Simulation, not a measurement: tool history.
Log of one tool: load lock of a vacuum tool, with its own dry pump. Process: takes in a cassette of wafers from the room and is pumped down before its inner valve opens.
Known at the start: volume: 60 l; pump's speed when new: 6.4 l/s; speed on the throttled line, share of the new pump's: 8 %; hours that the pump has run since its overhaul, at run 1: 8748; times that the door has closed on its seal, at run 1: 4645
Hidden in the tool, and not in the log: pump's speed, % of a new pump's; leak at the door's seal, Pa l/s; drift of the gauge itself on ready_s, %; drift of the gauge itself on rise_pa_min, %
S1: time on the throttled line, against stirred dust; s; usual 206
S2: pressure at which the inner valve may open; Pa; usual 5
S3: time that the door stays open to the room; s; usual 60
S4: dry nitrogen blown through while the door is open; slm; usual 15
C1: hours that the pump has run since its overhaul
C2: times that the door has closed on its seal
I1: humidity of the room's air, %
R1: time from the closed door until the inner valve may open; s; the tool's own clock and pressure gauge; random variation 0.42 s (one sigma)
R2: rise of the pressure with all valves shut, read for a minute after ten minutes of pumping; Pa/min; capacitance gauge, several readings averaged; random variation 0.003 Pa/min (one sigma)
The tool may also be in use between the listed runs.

| run | hour | S1 | S2 | S3 | S4 | C1 | C2 | I1 | R1 | R2 |
|---|---|---|---|---|---|---|---|---|---|---|
| 1 | 0 | 206 | 5 | 60 | 15 | 8748 | 4645 | 44.9 | 291.4 | 0.036 |
| 2 | 219.7 | 206 | 5 | 60 | 15 | 8968 | 5000 | 46.1 | 293.1 | 0.029 |
| 3 | 394.3 | 398 | 5 | 60 | 15 | 9143 | 5282 | 49 | 468.3 | 0.039 |
| 4 | 511.6 | 398 | 5 | 60 | 15 | 9260 | 5472 | 45.4 | 466.9 | 0.03 |
| 5 | 659.7 | 398 | 5 | 60 | 15 | 9408 | 5711 | 49.4 | 466.5 | 0.037 |
| 6 | 890.4 | 206 | 5 | 60 | 8 | 9639 | 6084 | 44.6 | 292.9 | 0.041 |
| 7 | 1005.3 | 129 | 5 | 60 | 8 | 9754 | 6270 | 44.1 | 223.9 | 0.045 |
| 8 | 1212.4 | 129 | 5 | 60 | 8 | 9961 | 6604 | 46.8 | 223.8 | 0.038 |
| 9 | 1314.9 | 129 | 5 | 60 | 8 | 10063 | 6770 | 45.3 | 223.5 | 0.048 |
| 10 | 1458.9 | 129 | 5 | 60 | 8 | 10207 | 7003 | 48.9 | 223.8 | 0.044 |
|  | 1494.6 | dry pump taken out, an overhauled one fitted |
| 11 | 1674.4 | 129 | 5 | 60 | 8 | 180 | 7341 | 44.2 | 214.3 | 0.036 |
| 12 | 1882.7 | 129 | 5 | 60 | 8 | 388 | 7678 | 43.9 | 215 | 0.043 |
| 13 | 2100 | 129 | 9 | 60 | 8 | 605 | 8030 | 47.1 | 208.2 | 0.044 |
| 14 | 2298.8 | 129 | 9 | 60 | 8 | 804 | 8351 | 44 | 208.8 | 0.046 |
| 15 | 2419.5 | 129 | 5 | 60 | 8 | 925 | 8546 | 45.5 | 215.6 | 0.047 |
| 16 | 2620.7 | 410 | 5 | 53 | 44 | 1126 | 8871 | 45.5 | 474.4 | 0.024 |
| 17 | 2795.8 | 214 | 5 | 103 | 25 | 1301 | 9154 | 45.5 | 294.3 | 0.037 |
| 18 | 2921 | 214 | 10 | 103 | 19 | 1426 | 9357 | 45.1 | 285.7 | 0.04 |
| 19 | 3079.1 | 206 | 9 | 60 | 15 | 1584 | 9612 | 44.6 | 279.4 | 0.036 |
| 20 | 3256 | 206 | 9 | 60 | 15 | 1761 | 9898 | 44.4 | 280.6 | 0.039 |
| 21 | 3359.8 | 283 | 6 | 60 | 15 | 1865 | 10066 | 47.5 | 355.2 | 0.045 |
| 22 | 3559.8 | 283 | 6 | 60 | 15 | 2065 | 10389 | 44.4 | 356 | 0.036 |
| 23 | 3711.6 | 242 | 5 | 239 | 9 | 2217 | 10635 | 44.9 | 319.5 | 0.1 |
| 24 | 3813.7 | 226 | 5 | 66 | 9 | 2319 | 10800 | 44.8 | 306.1 | 0.049 |
| 25 | 4010.9 | 130 | 5 | 66 | 9 | 2516 | 11118 | 41.8 | 218.3 | 0.047 |
| 26 | 4159.3 | 130 | 5 | 66 | 9 | 2665 | 11358 | 45.2 | 218 | 0.049 |
| 27 | 4357.1 | 206 | 4 | 60 | 7 | 2863 | 11678 | 43.4 | 289.9 | 0.051 |
| 28 | 4554.9 | 206 | 4 | 29 | 7 | 3060 | 11998 | 47.1 | 290.5 | 0.036 |
| 29 | 4723.1 | 136 | 9 | 32 | 42 | 3229 | 12270 | 44.5 | 216.9 | 0.021 |

Forecast each of these 4 alternatives for the next run:
| A | 4912.9 | 206 | 5 | 60 | 22 | 3418 | 12577 | 46.1 | ? | ? |
| B | 4912.9 | 136 | 7 | 32 | 42 | 3418 | 12577 | 45 | ? | ? |
| C | 4912.9 | 195 | 8 | 60 | 15 | 3418 | 12577 | 46.2 | ? | ? |
| D | 4912.9 | 136 | 9 | 43 | 42 | 3418 | 12577 | 42.7 | ? | ? |

| run | R1 | R2 |
|---|---|---|
| A | 287.9 | 0.036 |
| B | 220.5 | 0.025 |
| C | 272.9 | 0.043 |
| D | 218.3 | 0.023 |
Without the tool's hidden state the same runs would have given:
| run | R1 | R2 |
|---|---|---|
| A | 283.3 | 0.021 |
| B | 215.9 | 0.009 |
| C | 268.5 | 0.027 |
| D | 213.9 | 0.008 |
